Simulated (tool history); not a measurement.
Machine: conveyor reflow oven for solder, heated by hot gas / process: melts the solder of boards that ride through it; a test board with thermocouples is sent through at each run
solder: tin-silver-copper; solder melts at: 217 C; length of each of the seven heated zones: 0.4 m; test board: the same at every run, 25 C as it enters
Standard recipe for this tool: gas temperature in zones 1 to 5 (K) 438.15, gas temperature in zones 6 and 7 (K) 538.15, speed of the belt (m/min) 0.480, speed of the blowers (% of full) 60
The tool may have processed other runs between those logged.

| run | hour | gas temperature in zones 1 to 5 (K) | gas temperature in zones 6 and 7 (K) | speed of the belt (m/min) | speed of the blowers (% of full) | highest temperature of the board (K) | time above the solder's melting point (s) |
|---|---|---|---|---|---|---|---|
| 1 | 0.0 | 438.15 | 538.15 | 0.480 | 60 | 517.15 | 60.6 |
| 2 | 19.4 | 438.15 | 538.15 | 0.480 | 60 | 517.35 | 60.3 |
| 3 | 42.7 | 438.15 | 538.15 | 0.480 | 60 | 517.25 | 60.4 |
| 4 | 60.3 | 438.15 | 538.15 | 0.480 | 60 | 517.05 | 60.5 |
| 5 | 82.4 | 438.15 | 538.15 | 0.480 | 60 | 516.95 | 60.6 |
| 6 | 95.9 | 438.15 | 538.15 | 0.480 | 60 | 516.95 | 60.1 |
| 7 | 114.8 | 438.15 | 538.15 | 0.480 | 60 | 516.85 | 61.0 |
| 8 | 133.7 | 438.15 | 538.15 | 0.455 | 60 | 519.05 | 67.3 |
| 9 | 149.1 | 438.15 | 538.15 | 0.455 | 60 | 519.15 | 67.5 |
| 10 | 165.4 | 438.15 | 538.15 | 0.480 | 60 | 517.25 | 60.4 |
| 11 | 188.7 | 438.15 | 538.15 | 0.480 | 60 | 517.55 | 60.3 |
| 12 | 208.7 | 428.15 | 538.15 | 0.480 | 60 | 515.55 | 53.9 |
| 13 | 225.0 | 428.15 | 538.15 | 0.480 | 60 | 514.85 | 53.9 |
| 14 | 244.9 | 438.15 | 538.15 | 0.480 | 60 | 516.95 | 60.2 |
| 15 | 264.5 | 438.15 | 538.15 | 0.480 | 60 | 517.05 | 60.5 |
| 16 | 289.0 | 438.15 | 538.15 | 0.480 | 60 | 517.05 | 60.7 |
| 17 | 300.0 | 427.15 | 535.15 | 0.480 | 60 | 512.45 | 50.3 |
| 18 | 312.8 | 438.15 | 538.15 | 0.398 | 52 | 520.95 | 79.8 |
| 19 | 329.6 | 438.15 | 538.15 | 0.398 | 52 | 521.05 | 81.1 |
| 20 | 348.3 | 438.15 | 538.15 | 0.398 | 52 | 520.85 | 80.2 |
| 21 | 366.2 | 427.15 | 538.15 | 0.480 | 60 | 514.65 | 53.3 |
| 22 | 376.2 | 427.15 | 538.15 | 0.480 | 60 | 514.85 | 53.4 |
| 23 | 391.5 | 427.15 | 550.15 | 0.480 | 60 | 525.45 | 64.4 |
| 24 | 401.4 | 444.15 | 545.15 | 0.383 | 51 | 529.05 | 96.9 |
| 25 | 417.7 | 439.15 | 550.15 | 0.456 | 87 | 536.75 | 85.8 |
| 26 | 441.1 | 439.15 | 550.15 | 0.456 | 87 | 536.85 | 86.7 |
| 27 | 457.4 | 439.15 | 550.15 | 0.456 | 87 | 536.85 | 85.9 |
| 28 | 482.0 | 441.15 | 536.15 | 0.410 | 60 | 521.25 | 80.3 |
| 29 | 498.2 | 431.15 | 551.15 | 0.484 | 56 | 524.55 | 65.2 |
| 30 | 519.3 | 449.15 | 548.15 | 0.484 | 56 | 525.65 | 73.6 |

5 ways to go on from here, each from the tool as it stands after run 30. What would each give?
| A | 543.6 | 449.15 | 543.15 | 0.464 | 67 | ? | ? |
| B | 543.6 | 449.15 | 538.15 | 0.383 | 53 | ? | ? |
| C | 543.6 | 449.15 | 548.15 | 0.516 | 56 | ? | ? |
| D | 543.6 | 431.15 | 538.15 | 0.563 | 51 | ? | ? |
| E | 543.6 | 449.15 | 534.15 | 0.525 | 56 | ? | ? |

| run | highest temperature of the board (K) | time above the solder's melting point (s) |
|---|---|---|
| A | 527.05 | 78.9 |
| B | 524.45 | 94.8 |
| C | 523.75 | 66.3 |
| D | 504.55 | 30.0 |
| E | 511.05 | 51.2 |
Without the tool's unlogged condition, the same runs would have read:
| run | highest temperature of the board (K) | time above the solder's melting point (s) |
|---|---|---|
| A | 527.15 | 78.9 |
| B | 524.55 | 94.7 |
| C | 523.75 | 66.3 |
| D | 504.55 | 30.1 |
| E | 511.05 | 51.3 |
